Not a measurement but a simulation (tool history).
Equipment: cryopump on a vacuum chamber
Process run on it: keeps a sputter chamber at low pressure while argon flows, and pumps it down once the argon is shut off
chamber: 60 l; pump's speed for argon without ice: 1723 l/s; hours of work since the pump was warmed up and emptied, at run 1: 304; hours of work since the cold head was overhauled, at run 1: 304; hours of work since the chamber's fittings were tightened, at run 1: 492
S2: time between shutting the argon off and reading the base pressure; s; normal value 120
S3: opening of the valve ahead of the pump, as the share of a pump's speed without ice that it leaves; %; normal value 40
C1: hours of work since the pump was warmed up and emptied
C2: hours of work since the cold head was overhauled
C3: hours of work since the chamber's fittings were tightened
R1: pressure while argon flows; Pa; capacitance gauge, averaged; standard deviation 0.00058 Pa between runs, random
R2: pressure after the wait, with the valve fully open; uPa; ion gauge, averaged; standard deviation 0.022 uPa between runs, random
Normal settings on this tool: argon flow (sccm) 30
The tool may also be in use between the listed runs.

Run 1, hour 0: usual settings; C1 304; C2 304; C3 492. Result: R1 0.0752 Pa, R2 0.74 uPa.
Run 2, hour 19.1: usual settings; C1 314; C2 314; C3 502. Result: R1 0.0759 Pa, R2 0.74 uPa.
Run 3, hour 31.4: usual settings; C1 321; C2 321; C3 509. Result: R1 0.0752 Pa, R2 0.77 uPa.
Run 4, hour 45.6: usual settings; C1 328; C2 328; C3 516. Result: R1 0.0755 Pa, R2 0.83 uPa.
Run 5, hour 57.1: usual settings; C1 334; C2 334; C3 522. Result: R1 0.0752 Pa, R2 0.78 uPa.
Run 6, hour 68.9: usual settings; C1 341; C2 341; C3 529. Result: R1 0.0754 Pa, R2 0.81 uPa.
Run 7, hour 79.2: usual settings; C1 346; C2 346; C3 534. Result: R1 0.0756 Pa, R2 0.76 uPa.
Run 8, hour 87.4: usual settings but argon flow (sccm) 28; C1 350; C2 350; C3 538. Result: R1 0.0705 Pa, R2 0.8 uPa.
Run 9, hour 105.3: usual settings but argon flow (sccm) 28, S3 45 %; C1 360; C2 360; C3 548. Result: R1 0.063 Pa, R2 0.79 uPa.
Run 10, hour 121.1: usual settings but argon flow (sccm) 28, S3 45 %; C1 368; C2 368; C3 556. Result: R1 0.0635 Pa, R2 0.77 uPa.
Run 11, hour 138.6: usual settings; C1 378; C2 378; C3 566. Result: R1 0.0753 Pa, R2 0.8 uPa.
Run 12, hour 157: usual settings; C1 388; C2 388; C3 576. Result: R1 0.0757 Pa, R2 0.8 uPa.
Run 13, hour 167.2: usual settings; C1 393; C2 393; C3 581. Result: R1 0.0757 Pa, R2 0.79 uPa.
Run 14, hour 181.4: usual settings; C1 401; C2 401; C3 589. Result: R1 0.0769 Pa, R2 0.83 uPa.
Run 15, hour 192.8: usual settings but argon flow (sccm) 15; C1 407; C2 407; C3 595. Result: R1 0.0385 Pa, R2 0.82 uPa.
Run 16, hour 206.3: usual settings but argon flow (sccm) 15; C1 414; C2 414; C3 602. Result: R1 0.0383 Pa, R2 0.81 uPa.
Run 17, hour 220.2: usual settings but argon flow (sccm) 15; C1 421; C2 421; C3 609. Result: R1 0.038 Pa, R2 0.83 uPa.
Run 18, hour 232.6: usual settings but argon flow (sccm) 15, S2 29 s; C1 428; C2 428; C3 616. Result: R1 0.0387 Pa, R2 1.95 uPa.
Run 19, hour 251.6: usual settings but argon flow (sccm) 18, S2 114 s, S3 44 %; C1 438; C2 438; C3 626. Result: R1 0.0416 Pa, R2 0.78 uPa.
Run 20, hour 266.1: usual settings but argon flow (sccm) 15, S2 117 s, S3 48 %; C1 446; C2 446; C3 634. Result: R1 0.0325 Pa, R2 0.82 uPa.
Run 21, hour 278.3: usual settings but S2 56 s, S3 31 %; C1 452; C2 452; C3 640. Result: R1 0.0977 Pa, R2 1.19 uPa.
Run 22, hour 292.8: usual settings but S2 56 s, S3 31 %; C1 460; C2 460; C3 648. Result: R1 0.0975 Pa, R2 1.25 uPa.
Run 23, hour 312.3: usual settings but S2 56 s, S3 31 %; C1 470; C2 470; C3 658. Result: R1 0.0973 Pa, R2 1.26 uPa.
Run 24, hour 324: usual settings but S2 56 s, S3 31 %; C1 477; C2 477; C3 665. Result: R1 0.0983 Pa, R2 1.25 uPa.
Run 25, hour 338.7: usual settings but S2 24 s, S3 21 %; C1 484; C2 484; C3 672. Result: R1 0.1423 Pa, R2 2.27 uPa.
Run 26, hour 355.8: usual settings but S2 24 s, S3 21 %; C1 493; C2 493; C3 682. Result: R1 0.1421 Pa, R2 2.28 uPa.
Run 27, hour 370.2: usual settings but argon flow (sccm) 40, S3 35 %; C1 501; C2 501; C3 689. Result: R1 0.1152 Pa, R2 0.86 uPa.
Run 28, hour 388.5: usual settings but argon flow (sccm) 40, S3 35 %; C1 511; C2 511; C3 699. Result: R1 0.1155 Pa, R2 0.84 uPa.
Run 29, hour 405.9: usual settings but argon flow (sccm) 31; C1 520; C2 520; C3 708. Result: R1 0.0792 Pa, R2 0.88 uPa.
Run 30, hour 417: usual settings but argon flow (sccm) 31, S2 47 s, S3 46 %; C1 526; C2 526; C3 714. Result: R1 0.0689 Pa, R2 1.43 uPa.
Run 31, hour 427: usual settings but argon flow (sccm) 31, S2 47 s, S3 46 %; C1 531; C2 531; C3 719. Result: R1 0.0689 Pa, R2 1.41 uPa.
Run 32, hour 437.5: usual settings but argon flow (sccm) 37, S2 37 s, S3 15 %; C1 537; C2 537; C3 725. Result: R1 0.2466 Pa, R2 1.66 uPa.
Run 33, hour 456: usual settings but argon flow (sccm) 19, S3 22 %; C1 547; C2 547; C3 735. Result: R1 0.088 Pa, R2 0.87 uPa.
Run 34, hour 464.9: usual settings but argon flow (sccm) 19, S3 22 %; C1 552; C2 552; C3 740. Result: R1 0.088 Pa, R2 0.87 uPa.
Run 35, hour 474.8: usual settings but argon flow (sccm) 19, S3 22 %; C1 557; C2 557; C3 745. Result: R1 0.0869 Pa, R2 0.91 uPa.

Each run again, without the hidden state but with its own random variation kept:
Hidden state present: pump's speed, % of a pump's without ice; cold plate's temperature, K; leak into the chamber, uPa l/s; drift of the gauge itself on working_pa, %; drift of the gauge itself on base_upa, %.
run      R1    R2
  1  0.0734  0.52
  2   0.074  0.52
  3  0.0733  0.54
  4  0.0736  0.58
  5  0.0732  0.54
  6  0.0733  0.56
  7  0.0735  0.52
  8  0.0686  0.56
  9   0.061  0.53
 10  0.0615  0.52
 11   0.073  0.53
 12  0.0734  0.53
 13  0.0734  0.52
 14  0.0745  0.56
 15  0.0373  0.54
 16  0.0371  0.53
 17  0.0367  0.54
 18  0.0374  1.67
 19  0.0401  0.49
 20  0.0312  0.53
 21  0.0951  0.89
 22  0.0948  0.95
 23  0.0946  0.95
 24  0.0956  0.93
 25  0.1395  1.95
 26  0.1392  1.96
 27  0.1114  0.53
 28  0.1116  0.52
 29  0.0761  0.54
 30  0.0658  1.09
 31  0.0658  1.07
 32  0.2428  1.32
 33  0.0861  0.53
 34   0.086  0.51
 35  0.0849  0.56

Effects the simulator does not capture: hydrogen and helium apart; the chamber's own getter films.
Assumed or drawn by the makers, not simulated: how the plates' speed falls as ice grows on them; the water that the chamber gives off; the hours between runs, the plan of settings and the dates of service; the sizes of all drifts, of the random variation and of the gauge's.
